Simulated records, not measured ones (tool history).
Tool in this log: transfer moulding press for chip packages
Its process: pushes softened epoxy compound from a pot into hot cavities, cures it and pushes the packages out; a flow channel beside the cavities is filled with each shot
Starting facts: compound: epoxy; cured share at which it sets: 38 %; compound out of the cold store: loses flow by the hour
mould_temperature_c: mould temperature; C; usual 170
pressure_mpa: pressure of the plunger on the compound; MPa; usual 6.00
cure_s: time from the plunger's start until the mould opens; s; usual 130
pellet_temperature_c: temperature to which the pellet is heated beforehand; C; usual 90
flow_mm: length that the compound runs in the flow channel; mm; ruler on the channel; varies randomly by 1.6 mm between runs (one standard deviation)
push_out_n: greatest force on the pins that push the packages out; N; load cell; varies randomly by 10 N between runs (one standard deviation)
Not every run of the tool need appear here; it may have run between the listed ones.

run     day  mould_temperature_c  pressure_mpa  cure_s  pellet_temperature_c  incoming compound's hours out of the cold store  flow_mm  push_out_n
  1   0.000                  170          6.00     130                    90                                             31.5      615         742
  2   0.388                  170          6.00     130                    90                                             27.5      625         763
  3   0.846                  178          6.00     130                    90                                              8.0      641         687
  4   1.162                  178          6.00     130                    90                                             28.6      593         693
  5   1.658                  178          6.00     167                    90                                             33.8      579         697
  6   1.925                  178          6.00     167                    90                                             27.3      595         679
  7   2.538                  178          6.00     167                    90                                             46.3      552         908
  8   3.096                  163          6.00     130                    90                                             28.4      652        1653
  9   3.696                  171          6.00     130                    90                                             34.1      604         982
 10   4.175                  170          6.00     130                    90                                             14.5      648         481
 11   4.554                  170          6.00     127                    90                                             37.6      598         533
 12   5.196                  170          6.00     127                    90                                             24.9      627         595
 13   5.800                  170          6.00     124                    90                                             10.7      661         702
 14   6.233                  170          6.00     124                    90                                             27.1      623         719
 15   6.862                  170          5.35     130                    90                                             41.3      554         701
 16   7.367                  170          5.35     130                    90                                             16.3      611         748
 17   8.000                  172          6.00     161                    90                                             11.8      647         662
 18   8.421                  170          6.00     128                    92                                             26.2      620         808
 19   8.929                  165          6.13     119                    95                                             11.4      688        1329
 20   9.504                  165          6.00     130                    94                                             45.3      598        1047
 21  10.054                  165          6.00     130                    94                                             47.9      591        1052
 22  10.521                  170          5.89     130                    97                                             12.5      647         850
 23  10.846                  176          6.07     132                    83                                             11.9      636         426
 24  11.333                  169          4.69     131                    93                                             47.8      509         543
 25  11.862                  167          5.00     131                    93                                             31.9      565         695
 26  12.229                  170          5.07     130                    90                                             13.2      598         625
 27  12.696                  172          7.26     130                    95                                             26.1      674         624
 28  13.279                  163          6.12     130                    90                                             29.0      646        1090

Put back what was entered between runs (3 entries, withheld): which listed runs does each sit between, and how does the hidden state differ from the listed run before to the listed run after?
Run 6 -> run 7: cavities cleaned with cleaning compound and waxed (day 2.538)
  true mould temperature over the reading, C: -0.1 -> -0.11; pressure that reaches the compound, % of what is set: 98.56 -> 98.43; grip of the stained cavities, % over clean ones': 78.7 -> 129.9
  difference, measured minus the result without the unlogged condition, flow_mm: -4 -> -4 mm; push_out_n: +297 -> +515 N
Run 9 -> run 10: cavities cleaned with cleaning compound and waxed, once more (day 4.146)
  true mould temperature over the reading, C: -0.14 -> -0.15; pressure that reaches the compound, % of what is set: 98.14 -> 98.04; grip of the stained cavities, % over clean ones': 120.3 -> 1.6
  difference, measured minus the result without the unlogged condition, flow_mm: -5 -> -6 mm; push_out_n: +540 -> +11 N
Run 22 -> run 23: cavities cleaned with cleaning compound and waxed (day 10.721)
  pressure that reaches the compound, % of what is set: 96.45 -> 96.39; grip of the stained cavities, % over clean ones': 81.1 -> 7.4
  difference, measured minus the result without the unlogged condition, flow_mm: -10 -> -11 mm; push_out_n: +390 -> +31 N

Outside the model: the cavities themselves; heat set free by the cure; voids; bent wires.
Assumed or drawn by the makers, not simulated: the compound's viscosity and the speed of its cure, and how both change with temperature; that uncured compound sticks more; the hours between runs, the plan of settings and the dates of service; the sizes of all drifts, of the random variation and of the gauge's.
